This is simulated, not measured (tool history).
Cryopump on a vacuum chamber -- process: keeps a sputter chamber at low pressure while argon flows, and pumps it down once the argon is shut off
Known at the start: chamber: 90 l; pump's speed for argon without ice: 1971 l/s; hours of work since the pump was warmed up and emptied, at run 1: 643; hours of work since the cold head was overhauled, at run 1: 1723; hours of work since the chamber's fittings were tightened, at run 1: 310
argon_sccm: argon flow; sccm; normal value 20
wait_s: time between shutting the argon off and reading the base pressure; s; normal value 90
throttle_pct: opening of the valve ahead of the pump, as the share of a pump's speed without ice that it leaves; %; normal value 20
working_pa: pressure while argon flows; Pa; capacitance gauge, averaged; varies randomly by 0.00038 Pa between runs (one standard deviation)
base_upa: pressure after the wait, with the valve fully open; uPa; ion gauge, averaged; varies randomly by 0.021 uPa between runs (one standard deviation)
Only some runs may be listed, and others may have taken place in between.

run	hour	argon_sccm	wait_s	throttle_pct	hours of work since the pump was warmed up and emptied	hours of work since the cold head was overhauled	hours of work since the chamber's fittings were tightened	working_pa	base_upa
1	0	20	90	20	643	1723	310	0.0881	0.59
2	87.1	20	90	47	710	1791	377	0.0394	0.64
3	186.9	20	90	47	787	1867	454	0.0395	0.69
4	265.9	20	90	47	848	1928	514	0.0402	0.69
5	331.2	20	90	47	898	1979	565	0.0402	0.67
6	413	20	96	20	961	2042	628	0.0896	0.77
7	496.9	20	90	20	1026	2106	692	0.0896	0.81
# hour 574.1: pump warmed up, emptied and cooled again
8	580.5	16	61	22	5	2167	753	0.0624	0.83
9	657.3	35	232	18	64	2226	812	0.168	0.6
10	727.1	35	232	18	118	2280	866	0.1693	0.59
11	806.3	20	116	18	179	2341	927	0.0961	0.75
12	879.2	20	116	18	235	2397	983	0.0963	0.77
13	991.6	15	90	20	322	2484	1070	0.0656	0.86

Run 14 comes next. What will it give?
14	1062.6	15	90	20	376	2538	1124	?	?

Run 14 produced working_pa 0.0651 Pa, base_upa 0.96 uPa.
Take away the tool's hidden state, keep the run-to-run variation as it was, and the same run would have given working_pa 0.0639 Pa, base_upa 0.46 uPa.

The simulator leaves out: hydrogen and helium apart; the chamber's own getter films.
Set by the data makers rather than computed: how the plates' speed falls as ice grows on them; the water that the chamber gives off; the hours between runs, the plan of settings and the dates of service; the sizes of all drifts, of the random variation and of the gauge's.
